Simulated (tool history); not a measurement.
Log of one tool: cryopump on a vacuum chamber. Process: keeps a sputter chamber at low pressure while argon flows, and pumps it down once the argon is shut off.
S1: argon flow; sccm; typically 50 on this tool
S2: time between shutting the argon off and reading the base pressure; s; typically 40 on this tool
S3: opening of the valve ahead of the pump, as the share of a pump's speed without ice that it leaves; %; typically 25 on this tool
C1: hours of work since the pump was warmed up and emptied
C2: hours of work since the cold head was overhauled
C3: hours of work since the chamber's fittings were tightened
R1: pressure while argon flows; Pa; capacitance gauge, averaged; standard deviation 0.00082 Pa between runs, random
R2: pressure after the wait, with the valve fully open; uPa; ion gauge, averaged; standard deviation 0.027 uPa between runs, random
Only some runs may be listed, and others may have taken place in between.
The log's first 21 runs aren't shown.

run 22 hour=1042.1 | S1=23 S2=116 S3=25 | C1=287 C2=1041 C3=1129 | R1=0.0804 R2=0.74
run 23 hour=1083.2 | S1=23 S2=116 S3=25 | C1=304 C2=1058 C3=1147 | R1=0.0816 R2=0.74
run 24 hour=1131.4 | S1=37 S2=31 S3=16 | C1=325 C2=1079 C3=1168 | R1=0.1995 R2=1.74
run 25 hour=1166.4 | S1=53 S2=185 S3=24 | C1=340 C2=1095 C3=1183 | R1=0.1956 R2=0.58
run 26 hour=1214.8 | S1=28 S2=40 S3=44 | C1=361 C2=1116 C3=1204 | R1=0.0602 R2=1.49
-- hour=1235.6 pump warmed up, emptied and cooled again
run 27 hour=1262.4 | S1=28 S2=74 S3=20 | C1=12 C2=1134 C3=1223 | R1=0.1153 R2=0.87
run 28 hour=1334.8 | S1=28 S2=74 S3=20 | C1=43 C2=1165 C3=1254 | R1=0.1154 R2=0.84
run 29 hour=1403.9 | S1=50 S2=40 S3=15 | C1=73 C2=1195 C3=1284 | R1=0.2747 R2=1.45
run 30 hour=1474.1 | S1=50 S2=40 S3=15 | C1=103 C2=1226 C3=1314 | R1=0.277 R2=1.37

Estimate the outcome of run 31 from the log above:
run 31 hour=1511.5 | S1=21 S2=136 S3=15 | C1=120 C2=1242 C3=1331 | R1=? R2=?

For run 31 the tool returned R1 0.1167 Pa, R2 0.63 uPa.
If the tool had no hidden condition, the same run with the same run-to-run variation would have returned R1 0.1147 Pa, R2 0.46 uPa.

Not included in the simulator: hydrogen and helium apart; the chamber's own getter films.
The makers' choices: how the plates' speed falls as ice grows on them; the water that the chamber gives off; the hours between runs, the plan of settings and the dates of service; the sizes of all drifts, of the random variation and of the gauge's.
